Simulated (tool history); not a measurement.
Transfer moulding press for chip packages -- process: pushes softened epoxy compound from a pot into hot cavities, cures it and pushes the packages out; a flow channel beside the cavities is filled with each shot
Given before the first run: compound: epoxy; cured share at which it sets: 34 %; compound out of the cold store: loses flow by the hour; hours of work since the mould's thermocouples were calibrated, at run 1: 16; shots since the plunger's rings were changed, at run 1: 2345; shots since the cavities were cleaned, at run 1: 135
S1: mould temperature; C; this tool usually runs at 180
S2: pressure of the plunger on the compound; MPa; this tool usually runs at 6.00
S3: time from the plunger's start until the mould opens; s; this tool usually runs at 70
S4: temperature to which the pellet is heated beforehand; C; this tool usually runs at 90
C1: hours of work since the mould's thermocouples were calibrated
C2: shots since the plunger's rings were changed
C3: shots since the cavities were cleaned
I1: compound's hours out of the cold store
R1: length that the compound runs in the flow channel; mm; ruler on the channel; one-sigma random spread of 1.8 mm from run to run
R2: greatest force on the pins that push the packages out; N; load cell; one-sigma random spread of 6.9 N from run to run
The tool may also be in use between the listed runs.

run 1 hour=0.0 | S1=180 S2=6.00 S3=70 S4=90 | C1=16 C2=2345 C3=135 | I1=19.8 | R1=718 R2=427
run 2 hour=5.5 | S1=180 S2=6.00 S3=70 S4=100 | C1=18 C2=2397 C3=187 | I1=26.8 | R1=691 R2=406
run 3 hour=12.6 | S1=180 S2=5.77 S3=70 S4=90 | C1=21 C2=2464 C3=254 | I1=32.2 | R1=655 R2=442
run 4 hour=18.1 | S1=180 S2=5.77 S3=70 S4=90 | C1=23 C2=2515 C3=305 | I1=24.7 | R1=680 R2=453
run 5 hour=23.0 | S1=180 S2=6.00 S3=70 S4=90 | C1=26 C2=2560 C3=350 | I1=12.4 | R1=740 R2=506
run 6 hour=29.0 | S1=180 S2=6.00 S3=70 S4=90 | C1=28 C2=2616 C3=406 | I1=25.4 | R1=692 R2=486
run 7 hour=34.3 | S1=180 S2=6.00 S3=70 S4=87 | C1=31 C2=2667 C3=457 | I1=20.0 | R1=710 R2=516
-- hour=39.3 cavities cleaned with cleaning compound and waxed
run 8 hour=43.1 | S1=180 S2=6.00 S3=70 S4=87 | C1=34 C2=2735 C3=36 | I1=38.2 | R1=651 R2=407
run 9 hour=47.3 | S1=180 S2=6.00 S3=70 S4=87 | C1=36 C2=2774 C3=75 | I1=15.9 | R1=721 R2=438
run 10 hour=52.2 | S1=180 S2=6.00 S3=70 S4=87 | C1=38 C2=2820 C3=121 | I1=41.3 | R1=637 R2=413
-- hour=59.3 plunger's sealing rings changed
run 11 hour=61.7 | S1=185 S2=6.00 S3=70 S4=84 | C1=41 C2=22 C3=186 | I1=23.6 | R1=731 R2=335
run 12 hour=68.5 | S1=180 S2=7.27 S3=91 S4=90 | C1=44 C2=86 C3=250 | I1=46.2 | R1=733 R2=316
run 13 hour=73.4 | S1=185 S2=7.27 S3=104 S4=90 | C1=46 C2=132 C3=296 | I1=11.6 | R1=847 R2=294
run 14 hour=77.8 | S1=178 S2=5.16 S3=96 S4=87 | C1=48 C2=174 C3=338 | I1=8.5 | R1=744 R2=340
run 15 hour=85.8 | S1=184 S2=4.86 S3=84 S4=87 | C1=51 C2=248 C3=412 | I1=23.4 | R1=656 R2=336
-- hour=95.4 cavities cleaned with cleaning compound and waxed
run 16 hour=97.4 | S1=184 S2=4.86 S3=84 S4=87 | C1=56 C2=343 C3=19 | I1=8.5 | R1=707 R2=278

Selected run-to-run steps in R1, each split into two signed amounts: the part the tool would show with no hidden state at all (from settings, incoming material and random variation), and the remainder, which goes to the hidden state together with any gauge scatter not common to the measured and the hidden-state-free results:
What the log doesn't record here: true mould temperature over the reading, C; pressure that reaches the compound, % of what is set; grip of the stained cavities, % over clean ones'; drift of the gauge itself on flow_mm, %; drift of the gauge itself on push_out_n, %.
Run 10 -> 11: S1 180 -> 185, S4 87 -> 84, plunger's sealing rings changed. R1 +94 mm: hidden state +43, all else +51.
Run 12 -> 13: S1 180 -> 185, S3 91 -> 104. R1 +114 mm: hidden state +0, all else +114.
